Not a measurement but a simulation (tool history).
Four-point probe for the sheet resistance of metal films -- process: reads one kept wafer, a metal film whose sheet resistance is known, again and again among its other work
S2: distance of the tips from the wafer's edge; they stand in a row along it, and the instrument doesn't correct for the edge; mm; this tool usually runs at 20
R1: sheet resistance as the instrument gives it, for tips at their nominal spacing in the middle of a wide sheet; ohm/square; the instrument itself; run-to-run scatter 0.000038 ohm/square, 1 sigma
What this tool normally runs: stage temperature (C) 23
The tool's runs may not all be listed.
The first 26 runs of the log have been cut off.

{"run": 27, "day": 62.162, "stage temperature (C)": 23, "S2": 6, "R1": 0.193956}
{"run": 28, "day": 64.638, "stage temperature (C)": 24, "S2": 8, "R1": 0.192149}
{"run": 29, "day": 66.775, "stage temperature (C)": 24, "S2": 8, "R1": 0.192062}
{"run": 30, "day": 69.254, "stage temperature (C)": 30, "S2": 14, "R1": 0.190879}
{"run": 31, "day": 72.371, "stage temperature (C)": 21, "S2": 14, "R1": 0.190227}
{"run": 32, "day": 74.4, "stage temperature (C)": 29, "S2": 17, "R1": 0.190527}
{"run": 33, "day": 77.421, "stage temperature (C)": 19, "S2": 25, "R1": 0.189356}
{"day": 77.883, "done": "new probe head fitted"}
{"run": 34, "day": 79.858, "stage temperature (C)": 19, "S2": 25, "R1": 0.189432}
{"run": 35, "day": 82.225, "stage temperature (C)": 19, "S2": 25, "R1": 0.189435}
{"run": 36, "day": 85.508, "stage temperature (C)": 22, "S2": 20, "R1": 0.189853}
{"run": 37, "day": 87.729, "stage temperature (C)": 19, "S2": 57, "R1": 0.189184}
{"run": 38, "day": 89.217, "stage temperature (C)": 28, "S2": 18, "R1": 0.190493}
{"run": 39, "day": 91.775, "stage temperature (C)": 28, "S2": 18, "R1": 0.19044}
{"run": 40, "day": 94.029, "stage temperature (C)": 30, "S2": 13, "R1": 0.19094}
{"run": 41, "day": 96.192, "stage temperature (C)": 21, "S2": 23, "R1": 0.189648}
{"run": 42, "day": 99.129, "stage temperature (C)": 21, "S2": 23, "R1": 0.189588}

Predict each of these 3 candidate next runs independently; none follows another, all start after run 42:
{"run": "A", "day": 101.929, "stage temperature (C)": 21, "S2": 7, "R1": "?"}
{"run": "B", "day": 101.929, "stage temperature (C)": 20, "S2": 17, "R1": "?"}
{"run": "C", "day": 101.929, "stage temperature (C)": 28, "S2": 20, "R1": "?"}

run=A R1=0.192662
run=B R1=0.189826
run=C R1=0.190373
Stripped of hidden state, with their random variation kept, the same runs would have yielded:
run=A R1=0.192661
run=B R1=0.189825
run=C R1=0.190373
